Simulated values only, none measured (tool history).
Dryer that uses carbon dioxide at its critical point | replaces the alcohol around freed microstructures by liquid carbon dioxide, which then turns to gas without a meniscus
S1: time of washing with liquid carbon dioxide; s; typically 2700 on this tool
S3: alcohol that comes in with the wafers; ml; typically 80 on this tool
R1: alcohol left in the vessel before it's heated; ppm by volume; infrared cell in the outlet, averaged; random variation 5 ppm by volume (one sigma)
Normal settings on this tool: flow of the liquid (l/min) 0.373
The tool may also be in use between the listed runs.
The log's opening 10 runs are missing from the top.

{"run": 11, "hour": 100.3, "S1": 2700, "flow of the liquid (l/min)": 0.373, "S3": 20, "R1": 51}
{"run": 12, "hour": 108.3, "S1": 2700, "flow of the liquid (l/min)": 0.373, "S3": 20, "R1": 49}
{"run": 13, "hour": 118.7, "S1": 2700, "flow of the liquid (l/min)": 0.373, "S3": 20, "R1": 56}
{"run": 14, "hour": 130.0, "S1": 1860, "flow of the liquid (l/min)": 0.373, "S3": 20, "R1": 146}
{"run": 15, "hour": 138.0, "S1": 2160, "flow of the liquid (l/min)": 0.373, "S3": 20, "R1": 87}
{"run": 16, "hour": 151.0, "S1": 2160, "flow of the liquid (l/min)": 0.373, "S3": 20, "R1": 96}
{"run": 17, "hour": 163.9, "S1": 2160, "flow of the liquid (l/min)": 0.373, "S3": 20, "R1": 95}
{"run": 18, "hour": 169.9, "S1": 2160, "flow of the liquid (l/min)": 0.373, "S3": 20, "R1": 92}
{"run": 19, "hour": 178.2, "S1": 2700, "flow of the liquid (l/min)": 0.373, "S3": 80, "R1": 93}
{"run": 20, "hour": 188.8, "S1": 2700, "flow of the liquid (l/min)": 0.373, "S3": 80, "R1": 93}
{"run": 21, "hour": 195.0, "S1": 2040, "flow of the liquid (l/min)": 0.373, "S3": 80, "R1": 316}
{"run": 22, "hour": 207.0, "S1": 2040, "flow of the liquid (l/min)": 0.373, "S3": 26, "R1": 128}
{"run": 23, "hour": 215.5, "S1": 2040, "flow of the liquid (l/min)": 0.373, "S3": 26, "R1": 141}
{"run": 24, "hour": 225.6, "S1": 2040, "flow of the liquid (l/min)": 0.373, "S3": 26, "R1": 130}
{"run": 25, "hour": 233.5, "S1": 2040, "flow of the liquid (l/min)": 0.253, "S3": 77, "R1": 1392}
{"run": 26, "hour": 241.1, "S1": 3000, "flow of the liquid (l/min)": 0.253, "S3": 52, "R1": 240}
{"run": 27, "hour": 250.3, "S1": 2520, "flow of the liquid (l/min)": 0.393, "S3": 86, "R1": 105}

Run 28 is up next; what results do you expect?
{"run": 28, "hour": 256.3, "S1": 2880, "flow of the liquid (l/min)": 0.57, "S3": 23, "R1": "?"}

Run 28 came out at R1 55 ppm by volume.
Take away the tool's hidden state, keep the run-to-run variation as it was, and the same run would have given R1 13 ppm by volume.

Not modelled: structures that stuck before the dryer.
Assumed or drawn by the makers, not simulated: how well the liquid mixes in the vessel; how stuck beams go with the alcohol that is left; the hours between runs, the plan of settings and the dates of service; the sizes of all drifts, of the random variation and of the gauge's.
